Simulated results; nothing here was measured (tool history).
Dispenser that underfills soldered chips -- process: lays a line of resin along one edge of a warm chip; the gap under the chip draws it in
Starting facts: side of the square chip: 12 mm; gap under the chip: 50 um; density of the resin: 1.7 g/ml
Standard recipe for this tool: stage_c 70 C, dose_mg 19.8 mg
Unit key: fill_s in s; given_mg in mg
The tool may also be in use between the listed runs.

run,day,stage_c,dose_mg,fill_s,given_mg
1,0.000,70,19.8,80.0,18.76
# day 0.158: new syringe of resin
2,0.583,70,19.8,78.7,18.72
# day 0.767: new syringe of resin
3,0.958,70,19.8,67.9,18.68
4,1.338,70,19.8,86.1,18.73
# day 1.404: new syringe of resin
5,1.629,70,19.8,69.3,18.56
# day 2.021: new syringe of resin
6,2.200,68,19.8,71.8,18.37
7,2.592,68,19.8,91.3,18.54
# day 2.638: new syringe of resin
8,3.171,70,19.8,84.7,18.39
# day 3.233: new syringe of resin
# day 3.317: dispensing valve cleaned and set on the balance
9,3.775,70,19.8,79.2,19.67
# day 3.875: new syringe of resin
10,4.371,70,19.2,82.6,18.98
# day 4.462: new syringe of resin
11,4.975,70,19.8,79.7,19.39
# day 5.083: new syringe of resin
12,5.471,73,19.8,69.2,19.48
# day 5.671: new syringe of resin
13,5.971,71,20.6,68.5,20.08
# day 6.271: new syringe of resin
14,6.521,71,20.6,65.8,20.01
# day 6.854: new syringe of resin
15,6.862,70,16.8,59.6,16.30
# day 7.442: new syringe of resin
16,7.475,68,22.6,63.9,21.77
17,7.775,68,22.6,76.1,21.60
# day 8.033: new syringe of resin
18,8.333,68,22.6,72.6,21.57
# day 8.629: new syringe of resin
19,8.750,63,19.0,76.9,18.19
# day 9.250: new syringe of resin
20,9.267,63,23.7,70.8,22.37
# day 9.854: new syringe of resin
21,9.871,82,19.8,40.7,18.73

Run 22 is up next; what results do you expect?
22,10.238,67,22.5,?,?

{"run 22": {"fill_s": 81.1, "given_mg": 21.2}}
Were there no unlogged condition in the tool, this run, its random variation unchanged, would have produced fill_s 66.2 s, given_mg 22.54 mg.

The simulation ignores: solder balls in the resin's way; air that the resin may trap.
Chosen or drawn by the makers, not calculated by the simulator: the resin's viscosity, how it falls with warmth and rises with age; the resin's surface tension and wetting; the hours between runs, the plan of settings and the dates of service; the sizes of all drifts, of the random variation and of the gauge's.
